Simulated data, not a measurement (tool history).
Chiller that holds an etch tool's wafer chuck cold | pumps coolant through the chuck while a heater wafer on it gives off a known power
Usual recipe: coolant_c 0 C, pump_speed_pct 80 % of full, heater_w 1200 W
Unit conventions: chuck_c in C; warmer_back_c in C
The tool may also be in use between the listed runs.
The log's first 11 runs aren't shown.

| run | hour | coolant_c | pump_speed_pct | heater_w | hours since the coolant was changed and the channels were flushed | hours since the pump was overhauled | hours since the chiller's thermometer was calibrated | chuck_c | warmer_back_c |
|---|---|---|---|---|---|---|---|---|---|
| 12 | 870.6 | 0 | 80 | 1200 | 235 | 5237 | 2455 | 10 | 4.08 |
| 13 | 975.2 | 0 | 80 | 1200 | 339 | 5342 | 2560 | 10.1 | 4.05 |
| 14 | 1032.7 | -5 | 80 | 1200 | 397 | 5399 | 2617 | 5 | 4.09 |
| 15 | 1083.1 | -8 | 80 | 1200 | 447 | 5450 | 2667 | 2.1 | 4.08 |
| 16 | 1166.2 | -8 | 86 | 1200 | 530 | 5533 | 2751 | 1.4 | 3.76 |
| 17 | 1248.9 | 4 | 79 | 1583 | 613 | 5615 | 2833 | 17.3 | 5.45 |
| 18 | 1306.4 | -6 | 80 | 1200 | 670 | 5673 | 2891 | 3.9 | 4.03 |
| 19 | 1385.7 | -2 | 74 | 1688 | 750 | 5752 | 2970 | 13 | 6.25 |
| 20 | 1467.5 | -2 | 74 | 1688 | 831 | 5834 | 3052 | 12.9 | 6.21 |
| 21 | 1516.9 | -4 | 78 | 1200 | 881 | 5883 | 3101 | 6.2 | 4.05 |

Estimate the outcome of run 22 from the log above:
| 22 | 1575.8 | -8 | 87 | 1200 | 940 | 5942 | 3160 | ? | ? |

{"run 22": {"chuck_c": 1.2, "warmer_back_c": 3.64}}
Take away the tool's hidden state, keep the run-to-run variation as it was, and the same run would have given chuck_c 1.2 C, warmer_back_c 3.87 C.

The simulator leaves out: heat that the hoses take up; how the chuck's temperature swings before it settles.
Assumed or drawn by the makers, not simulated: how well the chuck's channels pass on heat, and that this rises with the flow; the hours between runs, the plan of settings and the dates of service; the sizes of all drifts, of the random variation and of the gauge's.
